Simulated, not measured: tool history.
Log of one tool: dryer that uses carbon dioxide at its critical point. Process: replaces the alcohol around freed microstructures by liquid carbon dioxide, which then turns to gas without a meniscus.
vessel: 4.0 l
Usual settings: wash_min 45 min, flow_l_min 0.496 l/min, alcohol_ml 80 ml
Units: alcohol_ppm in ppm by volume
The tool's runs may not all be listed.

run    hour  wash_min  flow_l_min  alcohol_ml  alcohol_ppm
  1     0.0        45       0.496          80          220
  2    23.0        45       0.496          80          231
  3    40.4        45       0.496          80          232
  4    71.8        45       0.496          80          246
  5    90.9        45       0.496          80          241
  6   125.3        45       0.496          80          247
  7   152.3        45       0.496          80          242
  8   186.6        45       0.496          80          275
  9   211.4        45       0.496          80          281
 10   232.4        45       0.496          80          287
 11   256.2        45       0.496          80          281
 12   279.7        45       0.496          80          283
 13   302.7        45       0.496          80          303
 14   331.6        45       0.496          80          314
 15   348.0        45       0.496          80          309
 16   367.9        45       0.496          80          312
 17   390.4        45       0.496          80          331
      420.0  -- inlet filter changed
 18   423.4        45       0.496          80          266
 19   446.9        45       0.496          80          272
 20   461.3        45       0.496          80          277
 21   486.5        45       0.496          80          302
 22   513.8        45       0.496          80          282
 23   535.6        45       0.496          45          249
 24   558.5        54       0.456          53          226
 25   576.3        54       0.456          53          235
 26   603.9        54       0.456          53          237
 27   635.9        32       0.483          50          578
      647.6  -- purifier's bed changed
 28   662.6        40       0.747          80           45
 29   685.3        70       0.813          38           13
 30   715.6        36       0.532          40          160
 31   741.6        36       0.532          40          152
 32   761.9        36       0.532          40          168
 33   786.9        34       0.496          83          519
 34   811.9        34       0.496          83          541
 35   833.9        45       0.679          80           64
 36   864.9        45       0.622          58           81
 37   888.9        45       0.622          58           89
 38   912.5        63       0.363          37          113
 39   941.0        52       0.365          86          379
 40   963.9        45       0.807          25           69
 41   990.1        52       0.809          80           71
 42  1007.7        52       0.617          32           79
 43  1036.1        45       0.617          28           87
 44  1070.5        32       0.455          50          636
     1086.9  -- inlet filter changed
 45  1103.8        32       0.455          50          503
 46  1123.2        27       0.803          36          159

3 ways to go on from here, each from the tool as it stands after run 46. What would each give?
  A  1138.6        48       0.416          80            ?
  B  1138.6        28       0.700          95            ?
  C  1138.6        44       0.727          47            ?

run  alcohol_ppm
  A          274
  B          372
  C           99
Without the tool's hidden state the same runs would have given:
run  alcohol_ppm
  A          181
  B          273
  C           12
